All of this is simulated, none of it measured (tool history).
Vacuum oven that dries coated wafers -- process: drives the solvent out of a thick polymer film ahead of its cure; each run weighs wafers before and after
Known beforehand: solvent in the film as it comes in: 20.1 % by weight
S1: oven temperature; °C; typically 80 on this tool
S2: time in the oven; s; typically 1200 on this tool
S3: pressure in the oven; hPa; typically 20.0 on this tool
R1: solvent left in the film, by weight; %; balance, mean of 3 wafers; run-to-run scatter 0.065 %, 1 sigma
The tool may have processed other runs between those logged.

run    hour  S1    S2    S3    R1
  1     0.0  80  1200  20.0  5.32
  2    97.2  72  1200  20.0  7.68
  3   172.6  72  1200  20.0  7.68
  4   230.8  72  1200  20.0  7.46
  5   296.8  72  1200  20.0  7.64
  6   357.3  72  1200  20.0  7.66
  7   401.1  72  1200  20.0  7.64
  8   477.3  72  1200  20.0  7.60
  9   569.7  80  1200  20.0  5.31
 10   675.2  80  1200  36.8  6.17
      688.0  -- oven's thermocouples calibrated
 11   742.7  80  1200  36.8  6.57
 12   845.0  75  1200  36.8  8.12
 13   901.7  80  1200  20.0  5.52
 14   986.3  80  1200  20.0  5.60
 15  1090.6  80  1200  20.0  5.56
     1121.4  -- vacuum gauge cleaned of residue and calibrated
 16  1185.9  80  1200  20.0  5.66
 17  1292.9  80   600  20.0  9.37
 18  1368.5  80  1200  20.0  5.87
 19  1449.1  80  1200  20.0  5.80
 20  1519.2  80  1200  20.0  5.92
     1529.7  -- vacuum gauge cleaned of residue and calibrated, once more
 21  1582.8  66  1200  20.0  9.16
 22  1631.1  66  1200  20.0  9.20
 23  1737.7  80  1440  20.0  4.23
 24  1836.9  67  1440  13.6  7.43
 25  1901.3  79   780  21.9  7.91
 26  1948.6  79   780  21.9  7.99
 27  2010.6  68  1200  24.0  8.79
 28  2090.5  87  1200  23.8  3.72
 29  2184.7  87  1200  23.8  3.55
 30  2290.7  80   960  56.9  8.51
     2340.8  -- oven's thermocouples calibrated
 31  2393.8  80   960  29.3  7.08
 32  2479.7  80  1320  19.8  4.95
 33  2540.6  80  1680  14.9  3.45
 34  2604.4  76   840  25.5  8.57

Forecast run 35:
 35  2661.6  76  840  25.5   ?

{"run 35": {"R1": 8.66}}
The same run, on a tool lacking any hidden state, would have yielded R1 8.47 %.

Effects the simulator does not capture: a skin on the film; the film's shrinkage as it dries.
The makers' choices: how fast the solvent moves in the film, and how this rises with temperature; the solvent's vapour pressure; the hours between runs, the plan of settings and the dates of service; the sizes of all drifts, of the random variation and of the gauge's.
